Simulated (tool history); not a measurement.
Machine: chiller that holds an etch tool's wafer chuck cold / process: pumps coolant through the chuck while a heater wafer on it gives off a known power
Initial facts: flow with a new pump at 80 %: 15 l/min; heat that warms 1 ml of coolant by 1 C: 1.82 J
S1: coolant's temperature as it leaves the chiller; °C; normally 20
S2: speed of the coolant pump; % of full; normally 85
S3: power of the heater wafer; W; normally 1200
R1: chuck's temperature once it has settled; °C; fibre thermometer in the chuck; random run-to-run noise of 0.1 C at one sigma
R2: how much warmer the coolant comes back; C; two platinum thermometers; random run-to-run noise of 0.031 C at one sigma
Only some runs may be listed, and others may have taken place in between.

run    hour  S1  S2    S3    R1    R2
  1       0  20  85  1200  26.6  2.56
  2    38.2  20  85  1200  26.8  2.58
  3    76.7  20  85   991  25.5   2.1
  4   164.5  20  85   991  25.5   2.1
  5   234.6  20  85   991  25.6   2.1
  6   272.6  20  85  1200  26.6  2.58
  7   342.2  20  85  1200  26.7  2.57
  8     422  20  85  1200  26.8  2.61
  9   487.4  20  85  1200  26.9  2.63
 10     562  20  85  1200  26.7  2.59
 11   637.8  20  85  1200  26.7  2.64
 12     683  20  85  1200  26.8  2.59
 13   734.1  20  85  1200  26.6  2.64
 14     777  20  85  1200  26.7  2.57
 15     852  20  85  1200  26.8  2.59
 16     922  12  85  1200  18.8  2.63
 17   977.6  12  85  1200  18.7   2.6
 18  1052.5  15  95  1397  22.3  2.74
 19  1122.4  15  95  1397  22.4   2.8
 20  1205.7  28  98  1161  34.2  2.25
 21  1266.7  13  85  1200  19.9  2.73
 22  1304.7  13  85  1200  19.8  2.72
 23  1365.7  13  85  1200  19.8  2.76
 24  1405.1  29  83  1534  38.2  3.53
 25  1489.3  29  83  1534  38.3  3.55
 26  1566.7  29  64  1534  39.2  4.18
 27  1654.2  29  64  1534  39.1  4.18
 28  1701.4  17  82   754  20.7  1.56
 29  1776.7  20  85  1271  26.6  2.57
 30  1840.6  20  64  1046  26.7  2.85
 31  1894.8  10  62  1659  21.4  4.73
 32  1954.7  19  88   730  22.5  1.44

Removed from this log: 2 entries logged between the listed runs. Between which two listed runs does each belong, and how does the tool's hidden state at the listed run before it compare with that at the listed run after it?
Runs 18 to 19: coolant pump overhauled (hour 1064.9)
  heat passed by the chuck's channels, % of clean ones': 94.1 -> 94; flow at a given pump speed, % of a new pump's: 94.2 -> 92.5; coolant's true temperature over the reading, C: -0.73 -> -0.74
  measured value less the no-hidden-state value, R1: +0 -> +0 °C; R2: +0.16 -> +0.21 C
Runs 25 to 26: coolant pump overhauled, once more (hour 1553.3)
  heat passed by the chuck's channels, % of clean ones': 93.3 -> 93.2; flow at a given pump speed, % of a new pump's: 91.4 -> 100.2; coolant's true temperature over the reading, C: -0.83 -> -0.85
  measured value less the no-hidden-state value, R1: +0.2 -> -0.2 °C; R2: +0.31 -> -0.01 C
